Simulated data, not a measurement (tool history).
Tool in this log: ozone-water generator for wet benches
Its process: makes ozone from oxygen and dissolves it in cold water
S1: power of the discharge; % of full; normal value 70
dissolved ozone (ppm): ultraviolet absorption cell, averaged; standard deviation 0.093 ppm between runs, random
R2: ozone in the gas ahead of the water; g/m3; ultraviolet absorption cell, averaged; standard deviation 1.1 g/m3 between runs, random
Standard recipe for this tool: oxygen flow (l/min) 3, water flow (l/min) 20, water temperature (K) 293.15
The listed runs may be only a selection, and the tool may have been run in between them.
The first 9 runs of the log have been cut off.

{"run": 10, "hour": 806.9, "S1": 52, "oxygen flow (l/min)": 3, "water flow (l/min)": 20, "water temperature (K)": 289.15, "dissolved ozone (ppm)": 9.08, "R2": 150.8}
{"run": 11, "hour": 857.9, "S1": 52, "oxygen flow (l/min)": 3, "water flow (l/min)": 20, "water temperature (K)": 289.15, "dissolved ozone (ppm)": 9.02, "R2": 149.9}
{"run": 12, "hour": 938.7, "S1": 47, "oxygen flow (l/min)": 3, "water flow (l/min)": 20, "water temperature (K)": 293.15, "dissolved ozone (ppm)": 7.96, "R2": 138.1}
{"run": 13, "hour": 994.6, "S1": 47, "oxygen flow (l/min)": 3, "water flow (l/min)": 20, "water temperature (K)": 293.15, "dissolved ozone (ppm)": 7.99, "R2": 139.7}
{"run": 14, "hour": 1077.5, "S1": 47, "oxygen flow (l/min)": 3, "water flow (l/min)": 20, "water temperature (K)": 293.15, "dissolved ozone (ppm)": 8.05, "R2": 137.6}
{"run": 15, "hour": 1164.6, "S1": 47, "oxygen flow (l/min)": 3, "water flow (l/min)": 20, "water temperature (K)": 293.15, "dissolved ozone (ppm)": 8, "R2": 138.8}
{"run": 16, "hour": 1289.7, "S1": 47, "oxygen flow (l/min)": 3, "water flow (l/min)": 20, "water temperature (K)": 293.15, "dissolved ozone (ppm)": 7.86, "R2": 139.6}
{"run": 17, "hour": 1401.8, "S1": 47, "oxygen flow (l/min)": 3, "water flow (l/min)": 20, "water temperature (K)": 293.15, "dissolved ozone (ppm)": 7.84, "R2": 138.9}
{"run": 18, "hour": 1486.0, "S1": 87, "oxygen flow (l/min)": 3, "water flow (l/min)": 20, "water temperature (K)": 292.15, "dissolved ozone (ppm)": 12.81, "R2": 223.5}
{"run": 19, "hour": 1571.7, "S1": 97, "oxygen flow (l/min)": 1.83, "water flow (l/min)": 24, "water temperature (K)": 290.15, "dissolved ozone (ppm)": 10.12, "R2": 320.3}
{"run": 20, "hour": 1696.7, "S1": 70, "oxygen flow (l/min)": 3, "water flow (l/min)": 26, "water temperature (K)": 293.15, "dissolved ozone (ppm)": 7.87, "R2": 188.5}
{"hour": 1731.4, "done": "contactor cleaned"}
{"run": 21, "hour": 1774.4, "S1": 70, "oxygen flow (l/min)": 3, "water flow (l/min)": 26, "water temperature (K)": 293.15, "dissolved ozone (ppm)": 8.24, "R2": 186.6}
{"run": 22, "hour": 1825.3, "S1": 70, "oxygen flow (l/min)": 3, "water flow (l/min)": 32, "water temperature (K)": 293.15, "dissolved ozone (ppm)": 6.45, "R2": 186.9}
{"run": 23, "hour": 1879.9, "S1": 70, "oxygen flow (l/min)": 3, "water flow (l/min)": 32, "water temperature (K)": 293.15, "dissolved ozone (ppm)": 6.45, "R2": 188.8}
{"run": 24, "hour": 1968.4, "S1": 70, "oxygen flow (l/min)": 3, "water flow (l/min)": 32, "water temperature (K)": 293.15, "dissolved ozone (ppm)": 6.43, "R2": 185.1}
{"run": 25, "hour": 2064.7, "S1": 80, "oxygen flow (l/min)": 3, "water flow (l/min)": 23, "water temperature (K)": 289.15, "dissolved ozone (ppm)": 10.87, "R2": 205.9}
{"run": 26, "hour": 2174.7, "S1": 49, "oxygen flow (l/min)": 5.15, "water flow (l/min)": 14, "water temperature (K)": 289.15, "dissolved ozone (ppm)": 12.9, "R2": 104.8}
{"hour": 2299.5, "done": "water thermometer calibrated"}
{"run": 27, "hour": 2299.5, "S1": 49, "oxygen flow (l/min)": 5.15, "water flow (l/min)": 14, "water temperature (K)": 288.15, "dissolved ozone (ppm)": 13.01, "R2": 104}
{"run": 28, "hour": 2401.3, "S1": 77, "oxygen flow (l/min)": 3, "water flow (l/min)": 15, "water temperature (K)": 293.15, "dissolved ozone (ppm)": 16.01, "R2": 200.1}
{"run": 29, "hour": 2452.2, "S1": 57, "oxygen flow (l/min)": 2.98, "water flow (l/min)": 13, "water temperature (K)": 289.15, "dissolved ozone (ppm)": 15.46, "R2": 156.7}
{"run": 30, "hour": 2559.3, "S1": 57, "oxygen flow (l/min)": 3, "water flow (l/min)": 13, "water temperature (K)": 288.15, "dissolved ozone (ppm)": 15.51, "R2": 157.4}
{"run": 31, "hour": 2678.1, "S1": 70, "oxygen flow (l/min)": 5.28, "water flow (l/min)": 19, "water temperature (K)": 301.15, "dissolved ozone (ppm)": 10.3, "R2": 135.5}
{"run": 32, "hour": 2732.1, "S1": 92, "oxygen flow (l/min)": 3, "water flow (l/min)": 20, "water temperature (K)": 298.15, "dissolved ozone (ppm)": 12.63, "R2": 222.9}

Predict each of these 3 candidate next runs independently; none follows another, all start after run 32:
{"run": "A", "hour": 2790.2, "S1": 70, "oxygen flow (l/min)": 3, "water flow (l/min)": 26, "water temperature (K)": 293.15, "dissolved ozone (ppm)": "?", "R2": "?"}
{"run": "B", "hour": 2790.2, "S1": 91, "oxygen flow (l/min)": 1.87, "water flow (l/min)": 27, "water temperature (K)": 293.15, "dissolved ozone (ppm)": "?", "R2": "?"}
{"run": "C", "hour": 2790.2, "S1": 47, "oxygen flow (l/min)": 2.48, "water flow (l/min)": 16, "water temperature (K)": 293.15, "dissolved ozone (ppm)": "?", "R2": "?"}

run=A dissolved_ozone_(ppm)=8 R2=182.8
run=B dissolved_ozone_(ppm)=8.43 R2=288.2
run=C dissolved_ozone_(ppm)=10.13 R2=150.4
Take away the tool's hidden state, keep each run's random variation, and the runs would have read:
run=A dissolved_ozone_(ppm)=8.94 R2=200.9
run=B dissolved_ozone_(ppm)=9.6 R2=323
run=C dissolved_ozone_(ppm)=10.95 R2=160.5

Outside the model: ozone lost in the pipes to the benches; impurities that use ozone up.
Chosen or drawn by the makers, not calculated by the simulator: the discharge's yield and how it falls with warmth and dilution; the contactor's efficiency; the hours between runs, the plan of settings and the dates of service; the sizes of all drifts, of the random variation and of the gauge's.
